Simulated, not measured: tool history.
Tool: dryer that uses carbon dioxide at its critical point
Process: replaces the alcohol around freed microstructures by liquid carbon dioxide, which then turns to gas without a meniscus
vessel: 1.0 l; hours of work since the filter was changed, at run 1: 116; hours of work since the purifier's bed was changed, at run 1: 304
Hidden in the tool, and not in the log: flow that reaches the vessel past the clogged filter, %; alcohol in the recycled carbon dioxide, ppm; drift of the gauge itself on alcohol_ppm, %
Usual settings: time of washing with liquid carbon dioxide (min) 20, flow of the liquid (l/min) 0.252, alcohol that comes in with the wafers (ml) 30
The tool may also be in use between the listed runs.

run,hour,time of washing with liquid carbon dioxide (min),flow of the liquid (l/min),alcohol that comes in with the wafers (ml),hours of work since the filter was changed,hours of work since the purifier's bed was changed,alcohol left in the vessel before it's heated (ppm by volume)
1,0.0,20,0.252,30,116,304,436
2,25.5,20,0.252,30,132,320,434
3,48.2,20,0.252,30,146,334,480
4,71.1,20,0.252,30,160,348,479
5,93.1,20,0.252,30,174,362,506
6,127.4,20,0.248,30,195,383,545
7,147.8,20,0.248,30,208,396,552
8,177.3,20,0.252,30,226,414,540
9,210.1,12,0.252,30,246,435,2707
10,226.5,12,0.252,30,257,445,2691
11,248.2,12,0.252,30,270,458,2746
12,280.3,12,0.252,30,290,478,2823
13,312.9,20,0.252,30,310,498,640
# hour 344.5: inlet filter changed
14,347.4,20,0.252,30,2,519,360
15,382.7,20,0.252,30,24,541,394
16,406.4,20,0.252,30,38,555,393
17,433.6,20,0.252,30,55,572,394
18,451.8,20,0.252,30,66,584,410
19,467.2,20,0.252,30,76,593,411
20,501.2,24,0.252,30,97,614,205
21,534.1,17,0.232,80,117,634,2903
22,555.5,17,0.232,80,131,648,2942
23,583.9,13,0.398,34,148,665,402
24,622.0,18,0.398,53,172,689,155
25,653.3,17,0.181,79,191,708,6568
26,669.9,18,0.280,117,201,719,1902
27,706.3,15,0.252,116,224,741,5429
28,742.7,20,0.252,73,247,764,1326
29,767.0,20,0.316,57,262,779,381
30,792.8,20,0.316,57,278,795,394
31,823.8,20,0.283,20,297,814,281
32,841.6,16,0.237,77,308,825,4095
33,863.1,26,0.294,31,321,838,129
# hour 878.3: inlet filter changed
34,900.3,14,0.400,102,14,861,634
35,932.6,14,0.400,102,34,881,671
36,967.3,25,0.386,60,55,902,63
37,1004.2,26,0.252,27,78,925,146
38,1025.8,27,0.171,117,91,938,2568

4 ways to go on from here, each from the tool as it stands after run 38. What would each give?
A,1048.4,20,0.165,117,105,952,?
B,1048.4,21,0.171,117,105,952,?
C,1048.4,20,0.252,26,105,952,?
D,1048.4,14,0.184,104,105,952,?

run,alcohol left in the vessel before it's heated (ppm by volume)
A,7815
B,6106
C,394
D,12290
Without the tool's hidden state the same runs would have given:
run,alcohol left in the vessel before it's heated (ppm by volume)
A,6745
B,5193
C,278
D,10955
